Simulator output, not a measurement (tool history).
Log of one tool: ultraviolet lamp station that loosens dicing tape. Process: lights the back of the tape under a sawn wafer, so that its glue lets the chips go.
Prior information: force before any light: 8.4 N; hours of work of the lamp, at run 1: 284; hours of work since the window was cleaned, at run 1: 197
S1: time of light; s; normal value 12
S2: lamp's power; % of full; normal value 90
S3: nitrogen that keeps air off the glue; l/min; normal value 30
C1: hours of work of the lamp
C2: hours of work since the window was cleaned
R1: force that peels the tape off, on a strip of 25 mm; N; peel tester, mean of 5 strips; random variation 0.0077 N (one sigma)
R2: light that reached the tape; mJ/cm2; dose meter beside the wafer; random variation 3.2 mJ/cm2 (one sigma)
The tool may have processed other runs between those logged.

run,hour,S1,S2,S3,C1,C2,R1,R2
1,0,12,90,30,284,197,0.385,441
2,13.8,12,90,30,294,207,0.387,441
3,38.9,12,90,30,312,225,0.389,430
4,61,12,90,30,327,240,0.409,430
# hour 84.8: window cleaned of glue's vapour
5,85.3,17,90,30,344,0,0.188,642
6,102,17,90,30,356,12,0.181,639
7,113.4,12,69,30,364,20,0.671,345
8,135.8,12,90,30,380,36,0.362,451
9,163.1,12,90,30,399,55,0.365,444
10,190.6,12,90,30,418,75,0.386,439
11,202.1,12,68,29,426,83,0.778,331
12,224.7,12,68,29,442,99,0.751,328
13,250.8,12,60,30,461,117,0.949,292
14,275.1,12,60,30,478,134,0.968,285
15,289.6,12,83,12,488,145,0.921,397

Alternative continuations, all from the tool just after run 15; predict every row:
A,307.9,23,67,15,501,158,?,?
B,307.9,12,69,35,501,158,?,?
C,307.9,10,65,23,501,158,?,?

run,R1,R2
A,0.311,610
B,0.687,324
C,1.396,255
Stripped of hidden state, with their random variation kept, the same runs would have yielded:
run,R1,R2
A,0.225,716
B,0.481,381
C,1.043,300
